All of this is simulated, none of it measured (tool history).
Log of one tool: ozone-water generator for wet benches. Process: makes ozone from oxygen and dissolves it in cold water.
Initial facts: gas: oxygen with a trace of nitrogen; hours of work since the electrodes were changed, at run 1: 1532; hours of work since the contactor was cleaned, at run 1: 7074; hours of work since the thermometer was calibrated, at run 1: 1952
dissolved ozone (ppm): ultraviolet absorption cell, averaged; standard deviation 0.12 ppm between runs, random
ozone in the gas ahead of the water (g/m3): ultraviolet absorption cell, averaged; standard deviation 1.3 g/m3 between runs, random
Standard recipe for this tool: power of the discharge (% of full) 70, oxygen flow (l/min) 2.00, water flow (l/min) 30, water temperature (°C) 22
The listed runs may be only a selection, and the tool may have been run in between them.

run	hour	power of the discharge (% of full)	oxygen flow (l/min)	water flow (l/min)	water temperature (°C)	hours of work since the electrodes were changed	hours of work since the contactor was cleaned	hours of work since the thermometer was calibrated	dissolved ozone (ppm)	ozone in the gas ahead of the water (g/m3)
1	0.0	70	2.00	30	22	1532	7074	1952	9.4	242.6
2	74.0	70	2.00	30	22	1579	7121	1998	9.9	241.4
3	160.7	70	2.00	30	28	1633	7175	2053	9.0	241.2
4	267.6	70	2.00	30	18	1700	7242	2120	9.5	239.6
5	367.4	70	2.00	30	22	1763	7305	2182	9.5	242.2
6	446.0	70	2.00	28	22	1812	7354	2232	10.2	240.8
7	554.1	70	2.00	28	22	1880	7422	2300	10.2	240.8
8	675.7	70	2.00	30	22	1956	7498	2376	9.6	239.6
9	726.2	70	2.00	30	26	1988	7530	2408	9.1	239.6
10	810.4	43	2.00	36	21	2041	7583	2461	5.6	175.2
11	883.0	88	3.32	21	14	2086	7628	2506	17.5	206.3
12	1000.3	89	2.00	23	15	2160	7702	2580	14.9	276.3
# hour 1008.7: water thermometer calibrated
13	1069.4	89	3.48	31	26	2203	7745	38	11.4	200.3
14	1150.4	89	3.48	31	26	2254	7796	89	11.4	202.7
15	1265.4	89	1.91	31	26	2326	7868	161	10.2	281.0
16	1339.5	89	1.91	31	26	2373	7914	208	10.4	281.8
17	1452.6	70	2.00	27	22	2444	7985	279	10.8	237.6

What differs in the tool's unlogged condition from the final listed run ahead of each entry between runs to the first listed run following it?
After run 12, before run 13: water thermometer calibrated (hour 1008.7)
  true water temperature over the reading, C: -0.02 -> -0.03
  difference, measured minus the result without the unlogged condition, dissolved ozone (ppm): -1.4 -> -1.2; ozone in the gas ahead of the water (g/m3): -15.0 -> -11.0
